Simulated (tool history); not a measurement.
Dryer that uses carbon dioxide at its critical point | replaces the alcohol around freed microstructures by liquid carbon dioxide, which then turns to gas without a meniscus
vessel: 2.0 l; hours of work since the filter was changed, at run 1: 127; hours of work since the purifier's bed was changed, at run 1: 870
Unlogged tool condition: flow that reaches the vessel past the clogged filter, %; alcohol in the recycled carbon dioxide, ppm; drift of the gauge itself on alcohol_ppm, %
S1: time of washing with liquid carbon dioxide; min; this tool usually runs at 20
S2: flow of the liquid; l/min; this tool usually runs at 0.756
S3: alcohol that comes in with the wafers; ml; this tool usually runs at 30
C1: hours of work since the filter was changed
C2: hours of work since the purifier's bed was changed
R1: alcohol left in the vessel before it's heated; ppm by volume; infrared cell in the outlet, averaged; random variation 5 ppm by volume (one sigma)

run    hour  S1     S2   S3   C1   C2   R1
  1       0  20  0.756   30  127  870   76
  2    33.5  20  0.756   30  151  894   82
  3    75.3  20  0.756   30  180  924   97
      124.1  -- purifier's bed changed
  4   124.6  20  0.756   93  213    0  143
  5     176  20  0.569   93  250   37  567
  6   235.9  20  0.569   93  292   79  592
  7   267.6  20  0.756   30  315  102   74
  8   328.6  15  0.756   30  358  145  247
  9   358.2  20  0.582   30  379  166  216
 10     429  20  0.582   30  430  217  232
 11   476.9  20  0.582   30  464  251  261
      516.7  -- inlet filter changed
 12   549.2  20  0.756   30   23  302   57
 13   620.2  20  0.756   30   74  352   68
 14   652.8  20  0.756   30   97  375   52
 15   692.8  20  0.756   30  125  404   68
 16   752.1  20  0.756   30  167  446   70
 17   792.6  20  0.756   30  196  475   77
 18   828.7  19  0.756   30  222  500   93
 19   897.2  19  0.756   30  271  549   97
 20   958.9  19  0.756   30  314  593  108
 21    1001  21  1.031   21  344  623   40
 22    1061  23  0.874   21  387  665   53
 23    1121  20  0.874   40  430  708   94
 24  1162.7  31  0.874  115  459  738   42
 25  1192.4  20  1.018   33  480  759   60
     1206.5  -- inlet filter changed
 26  1233.1  12  1.018   33   19  787  169
 27  1300.7  27  1.213   41   67  835   54
 28  1353.5  27  1.213   26  105  873   46
 29  1390.3  15  1.213   26  131  899   75
 30  1421.2  26  0.741   26  153  921   59
       1474  -- purifier's bed changed
 31  1482.4  26  0.741   63  194    6   25
 32  1534.3  20  1.022   30  231   43   15
 33  1592.4  28  0.947   43  272   84   15
 34    1664  14  0.769   38  323  135  367

How the hidden state differs across the entries between the runs, from the last listed run before each to the first after it:
In the gap between runs 3 and 4: purifier's bed changed (hour 124.1)
  flow that reaches the vessel past the clogged filter, %: 93.6 -> 92.4; alcohol in the recycled carbon dioxide, ppm: 50.2 -> 5.7
  measured less the result without the state, R1: +58 -> +53 ppm by volume
In the gap between runs 11 and 12: inlet filter changed (hour 516.7)
  flow that reaches the vessel past the clogged filter, %: 84.1 -> 99; alcohol in the recycled carbon dioxide, ppm: 19.2 -> 21.8
  measured less the result without the state, R1: +145 -> +18 ppm by volume
In the gap between runs 25 and 26: inlet filter changed (hour 1206.5)
  flow that reaches the vessel past the clogged filter, %: 83.7 -> 98.9; alcohol in the recycled carbon dioxide, ppm: 45.8 -> 47.4
  measured less the result without the state, R1: +53 -> +49 ppm by volume
In the gap between runs 30 and 31: purifier's bed changed (hour 1474)
  flow that reaches the vessel past the clogged filter, %: 94.3 -> 92.9; alcohol in the recycled carbon dioxide, ppm: 54.2 -> 5.8
  measured less the result without the state, R1: +52 -> +9 ppm by volume
